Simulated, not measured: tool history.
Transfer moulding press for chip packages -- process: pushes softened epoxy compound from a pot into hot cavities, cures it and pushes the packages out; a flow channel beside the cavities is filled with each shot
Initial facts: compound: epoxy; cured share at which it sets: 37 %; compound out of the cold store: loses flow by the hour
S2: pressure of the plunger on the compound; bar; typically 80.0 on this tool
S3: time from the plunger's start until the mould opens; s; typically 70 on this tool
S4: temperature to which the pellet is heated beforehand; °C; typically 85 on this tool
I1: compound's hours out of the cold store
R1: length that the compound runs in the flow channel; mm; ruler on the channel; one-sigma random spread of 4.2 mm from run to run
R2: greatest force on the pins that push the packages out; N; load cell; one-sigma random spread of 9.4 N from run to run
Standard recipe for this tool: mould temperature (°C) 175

run 1 hour=0.0 | mould_temperature_(°C)=175 S2=80.0 S3=70 S4=85 | I1=27.7 | R1=671 R2=520
-- hour=45.4 cavities cleaned with cleaning compound and waxed
run 2 hour=61.9 | mould_temperature_(°C)=175 S2=80.0 S3=70 S4=85 | I1=32.1 | R1=636 R2=527
-- hour=76.5 plunger's sealing rings changed
-- hour=108.9 cavities cleaned with cleaning compound and waxed
run 3 hour=124.0 | mould_temperature_(°C)=175 S2=80.0 S3=70 S4=85 | I1=17.3 | R1=756 R2=549
run 4 hour=161.9 | mould_temperature_(°C)=175 S2=80.0 S3=70 S4=85 | I1=30.5 | R1=695 R2=675
-- hour=169.4 cavities cleaned with cleaning compound and waxed
run 5 hour=212.4 | mould_temperature_(°C)=181 S2=80.0 S3=70 S4=85 | I1=21.7 | R1=704 R2=623
-- hour=227.3 cavities cleaned with cleaning compound and waxed
run 6 hour=245.0 | mould_temperature_(°C)=181 S2=80.0 S3=70 S4=85 | I1=14.6 | R1=732 R2=529
-- hour=285.7 cavities cleaned with cleaning compound and waxed
run 7 hour=306.5 | mould_temperature_(°C)=181 S2=80.0 S3=70 S4=85 | I1=45.1 | R1=607 R2=519
-- hour=343.4 cavities cleaned with cleaning compound and waxed
run 8 hour=363.2 | mould_temperature_(°C)=175 S2=80.0 S3=70 S4=85 | I1=28.5 | R1=670 R2=542
-- hour=404.8 cavities cleaned with cleaning compound and waxed
run 9 hour=426.0 | mould_temperature_(°C)=175 S2=80.0 S3=70 S4=85 | I1=29.1 | R1=653 R2=553
-- hour=464.0 plunger's sealing rings changed
-- hour=465.5 cavities cleaned with cleaning compound and waxed
run 10 hour=465.5 | mould_temperature_(°C)=175 S2=80.0 S3=70 S4=78 | I1=12.3 | R1=782 R2=439
-- hour=487.5 mould's thermocouples calibrated
run 11 hour=493.4 | mould_temperature_(°C)=175 S2=79.5 S3=70 S4=85 | I1=9.4 | R1=790 R2=579
-- hour=527.6 cavities cleaned with cleaning compound and waxed
run 12 hour=534.3 | mould_temperature_(°C)=175 S2=79.5 S3=70 S4=85 | I1=47.7 | R1=617 R2=480
-- hour=585.3 cavities cleaned with cleaning compound and waxed
run 13 hour=588.6 | mould_temperature_(°C)=175 S2=80.0 S3=68 S4=85 | I1=30.2 | R1=693 R2=475
run 14 hour=618.4 | mould_temperature_(°C)=175 S2=80.0 S3=70 S4=95 | I1=30.5 | R1=690 R2=595
-- hour=648.2 cavities cleaned with cleaning compound and waxed
run 15 hour=664.9 | mould_temperature_(°C)=173 S2=97.9 S3=70 S4=95 | I1=37.6 | R1=722 R2=563
run 16 hour=702.1 | mould_temperature_(°C)=173 S2=97.9 S3=70 S4=95 | I1=9.6 | R1=835 R2=752
-- hour=707.6 cavities cleaned with cleaning compound and waxed
run 17 hour=759.3 | mould_temperature_(°C)=173 S2=97.9 S3=101 S4=95 | I1=45.9 | R1=673 R2=614
-- hour=769.3 cavities cleaned with cleaning compound and waxed
run 18 hour=791.3 | mould_temperature_(°C)=171 S2=71.9 S3=77 S4=77 | I1=15.5 | R1=687 R2=609
-- hour=826.8 cavities cleaned with cleaning compound and waxed
run 19 hour=835.1 | mould_temperature_(°C)=171 S2=71.9 S3=77 S4=77 | I1=21.4 | R1=649 R2=505
-- hour=855.3 plunger's sealing rings changed
run 20 hour=865.3 | mould_temperature_(°C)=179 S2=80.0 S3=70 S4=85 | I1=21.2 | R1=745 R2=585
-- hour=888.4 cavities cleaned with cleaning compound and waxed
run 21 hour=899.0 | mould_temperature_(°C)=179 S2=72.6 S3=66 S4=76 | I1=26.9 | R1=667 R2=488
run 22 hour=934.9 | mould_temperature_(°C)=168 S2=75.1 S3=55 S4=93 | I1=11.2 | R1=771 R2=1556
-- hour=948.9 cavities cleaned with cleaning compound and waxed
run 23 hour=995.6 | mould_temperature_(°C)=168 S2=75.1 S3=55 S4=91 | I1=46.8 | R1=619 R2=1306
-- hour=1008.5 cavities cleaned with cleaning compound and waxed
run 24 hour=1052.3 | mould_temperature_(°C)=175 S2=80.0 S3=56 S4=91 | I1=41.4 | R1=631 R2=837
-- hour=1069.6 cavities cleaned with cleaning compound and waxed
run 25 hour=1095.3 | mould_temperature_(°C)=167 S2=80.0 S3=70 S4=94 | I1=24.3 | R1=713 R2=831
-- hour=1130.0 cavities cleaned with cleaning compound and waxed
run 26 hour=1147.4 | mould_temperature_(°C)=167 S2=80.0 S3=70 S4=94 | I1=33.3 | R1=658 R2=741
-- hour=1167.0 mould's thermocouples calibrated
run 27 hour=1180.7 | mould_temperature_(°C)=167 S2=80.0 S3=85 S4=94 | I1=32.2 | R1=666 R2=693

Below are 3 alternative next runs, each starting from the tool's condition after run 27. Predict each:
-- hour=1189.9 cavities cleaned with cleaning compound and waxed
-- hour=1246.3 plunger's sealing rings changed
run A hour=1246.3 | mould_temperature_(°C)=167 S2=80.0 S3=76 S4=94 | I1=11.7 | R1=? R2=?
-- hour=1189.9 cavities cleaned with cleaning compound and waxed
-- hour=1246.3 plunger's sealing rings changed
run B hour=1246.3 | mould_temperature_(°C)=172 S2=80.0 S3=61 S4=78 | I1=34.3 | R1=? R2=?
-- hour=1189.9 cavities cleaned with cleaning compound and waxed
-- hour=1246.3 plunger's sealing rings changed
run C hour=1246.3 | mould_temperature_(°C)=167 S2=80.0 S3=86 S4=94 | I1=22.8 | R1=? R2=?

run=A R1=829 R2=832
run=B R1=703 R2=904
run=C R1=760 R2=697
The same runs, with their run-to-run variation unchanged, on a tool lacking any hidden condition would have given:
run=A R1=831 R2=527
run=B R1=704 R2=574
run=C R1=761 R2=439
